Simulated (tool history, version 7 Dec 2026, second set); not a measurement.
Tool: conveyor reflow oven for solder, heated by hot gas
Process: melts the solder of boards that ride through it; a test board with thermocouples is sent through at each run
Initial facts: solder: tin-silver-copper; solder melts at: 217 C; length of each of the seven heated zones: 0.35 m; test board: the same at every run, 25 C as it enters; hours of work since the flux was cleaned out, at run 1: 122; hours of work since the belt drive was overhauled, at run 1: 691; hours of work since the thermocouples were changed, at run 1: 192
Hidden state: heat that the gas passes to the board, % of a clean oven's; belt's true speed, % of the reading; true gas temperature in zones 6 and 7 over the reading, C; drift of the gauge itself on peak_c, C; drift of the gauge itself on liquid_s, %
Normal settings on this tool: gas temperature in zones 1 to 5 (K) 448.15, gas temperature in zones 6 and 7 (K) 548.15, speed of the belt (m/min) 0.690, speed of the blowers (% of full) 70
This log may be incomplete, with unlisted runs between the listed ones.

run	day	gas temperature in zones 1 to 5 (K)	gas temperature in zones 6 and 7 (K)	speed of the belt (m/min)	speed of the blowers (% of full)	hours of work since the flux was cleaned out	hours of work since the belt drive was overhauled	hours of work since the thermocouples were changed	highest temperature of the board (K)	time above the solder's melting point (s)
1	0.000	448.15	548.15	0.690	70	122	691	192	527.55	46.7
2	2.633	448.15	542.15	0.690	70	172	741	243	522.45	43.6
3	4.408	448.15	548.15	0.690	70	206	775	276	526.85	46.1
4	6.779	448.15	548.15	0.690	70	251	820	322	526.55	45.9
# day 8.738: flux residue cleaned out of gas plates and filters
5	9.046	448.15	548.15	0.690	70	6	859	361	524.35	45.0
6	11.288	448.15	548.15	0.690	70	49	902	404	524.25	44.5
7	14.696	448.15	548.15	0.690	70	114	967	469	523.75	44.0
8	17.962	448.15	548.15	0.690	70	176	1029	531	522.95	43.6
# day 18.642: flux residue cleaned out of gas plates and filters, once more
9	20.975	448.15	548.15	0.690	70	45	1083	584	527.05	46.7
10	23.796	448.15	548.15	0.690	70	98	1137	638	526.65	46.4
11	26.754	448.15	546.15	0.690	70	155	1193	694	524.45	45.4
# day 27.629: thermocouples of zones 6 and 7 changed
12	30.250	448.15	546.15	0.690	70	220	1258	50	525.85	46.3
13	33.254	448.15	548.15	0.690	70	277	1315	107	526.65	47.0
# day 33.700: flux residue cleaned out of gas plates and filters
14	36.400	448.15	548.15	0.690	70	51	1371	163	528.55	48.0
15	38.446	448.15	548.15	0.690	60	90	1410	202	526.05	46.5
16	40.867	448.15	548.15	0.690	60	137	1456	248	525.85	45.9
17	42.329	442.15	537.15	0.690	81	164	1484	276	518.85	41.0
18	44.108	442.15	537.15	0.690	81	198	1518	310	519.15	40.7
19	46.688	446.15	561.15	0.690	70	248	1567	359	537.85	51.5
20	48.362	447.15	558.15	0.690	70	280	1599	391	534.85	51.0
# day 48.779: flux residue cleaned out of gas plates and filters
21	50.746	447.15	558.15	0.690	70	38	1641	433	535.95	51.7
# day 51.579: belt drive overhauled, speed set with a stopwatch
22	53.017	441.15	560.15	0.690	70	78	27	473	535.05	48.2
23	55.729	448.15	548.15	0.690	59	129	79	525	524.05	43.7
24	58.208	459.15	551.15	0.814	53	177	126	572	519.45	36.2
25	60.721	457.15	559.15	0.807	61	224	174	620	527.65	40.7
26	62.829	459.15	541.15	0.807	61	265	214	660	514.35	33.0
# day 63.975: flux residue cleaned out of gas plates and filters
27	64.558	438.15	555.15	0.592	78	11	243	689	537.35	57.8
# day 65.650: thermocouples of zones 6 and 7 changed
28	67.779	438.15	555.15	0.592	78	71	303	41	538.65	58.4
29	69.371	438.15	555.15	0.592	78	101	334	71	538.25	58.1
30	71.871	451.15	548.15	0.690	82	149	381	119	530.55	49.2
31	75.096	462.15	548.15	0.728	58	210	443	180	525.35	46.6

How the hidden state differs across the entries between the runs, from the last listed run before each to the first after it:
Logged between run 4 and run 5: flux residue cleaned out of gas plates and filters (day 8.738)
  heat that the gas passes to the board, % of a clean oven's: 94.2 -> 89.2; belt's true speed, % of the reading: 98.66 -> 98.59; true gas temperature in zones 6 and 7 over the reading, C: -1.12 -> -1.26
  measured minus no-state result, highest temperature of the board (K): -2.20 -> -4.00; time above the solder's melting point (s): -0.8 -> -2.1
Logged between run 8 and run 9: flux residue cleaned out of gas plates and filters, once more (day 18.642)
  heat that the gas passes to the board, % of a clean oven's: 86 -> 98.1; belt's true speed, % of the reading: 98.31 -> 98.23; true gas temperature in zones 6 and 7 over the reading, C: -1.9 -> -2.1
  measured minus no-state result, highest temperature of the board (K): -5.60 -> -1.70; time above the solder's melting point (s): -3.3 -> +0.0
Logged between run 11 and run 12: thermocouples of zones 6 and 7 changed (day 27.629)
  heat that the gas passes to the board, % of a clean oven's: 95.9 -> 94.5; belt's true speed, % of the reading: 98.04 -> 97.93; true gas temperature in zones 6 and 7 over the reading, C: -2.51 -> 0.04
  measured minus no-state result, highest temperature of the board (K): -2.60 -> -0.90; time above the solder's melting point (s): -0.7 -> +0.3
Logged between run 13 and run 14: flux residue cleaned out of gas plates and filters (day 33.700)
  heat that the gas passes to the board, % of a clean oven's: 93.3 -> 98.7; belt's true speed, % of the reading: 97.83 -> 97.73; true gas temperature in zones 6 and 7 over the reading, C: -0.18 -> -0.39
  measured minus no-state result, highest temperature of the board (K): -1.50 -> +0.10; time above the solder's melting point (s): +0.0 -> +1.2
Logged between run 20 and run 21: flux residue cleaned out of gas plates and filters (day 48.779)
  heat that the gas passes to the board, % of a clean oven's: 93.9 -> 98.3; belt's true speed, % of the reading: 97.35 -> 97.28; true gas temperature in zones 6 and 7 over the reading, C: -1.24 -> -1.39
  measured minus no-state result, highest temperature of the board (K): -2.00 -> -0.60; time above the solder's melting point (s): +0.3 -> +1.1
Logged between run 21 and run 22: belt drive overhauled, speed set with a stopwatch (day 51.579)
  heat that the gas passes to the board, % of a clean oven's: 98.3 -> 97.4; belt's true speed, % of the reading: 97.28 -> 99.84; true gas temperature in zones 6 and 7 over the reading, C: -1.39 -> -1.54
  measured minus no-state result, highest temperature of the board (K): -0.60 -> -2.20; time above the solder's melting point (s): +1.1 -> -1.0
Logged between run 26 and run 27: flux residue cleaned out of gas plates and filters (day 63.975)
  heat that the gas passes to the board, % of a clean oven's: 93.4 -> 99.5; belt's true speed, % of the reading: 99.52 -> 99.47; true gas temperature in zones 6 and 7 over the reading, C: -2.25 -> -2.36
  measured minus no-state result, highest temperature of the board (K): -3.60 -> -2.00; time above the solder's melting point (s): -2.7 -> -0.6
Logged between run 27 and run 28: thermocouples of zones 6 and 7 changed (day 65.650)
  heat that the gas passes to the board, % of a clean oven's: 99.5 -> 98.1; belt's true speed, % of the reading: 99.47 -> 99.38; true gas temperature in zones 6 and 7 over the reading, C: -2.36 -> -0.46
  measured minus no-state result, highest temperature of the board (K): -2.00 -> -0.80; time above the solder's melting point (s): -0.6 -> +0.0

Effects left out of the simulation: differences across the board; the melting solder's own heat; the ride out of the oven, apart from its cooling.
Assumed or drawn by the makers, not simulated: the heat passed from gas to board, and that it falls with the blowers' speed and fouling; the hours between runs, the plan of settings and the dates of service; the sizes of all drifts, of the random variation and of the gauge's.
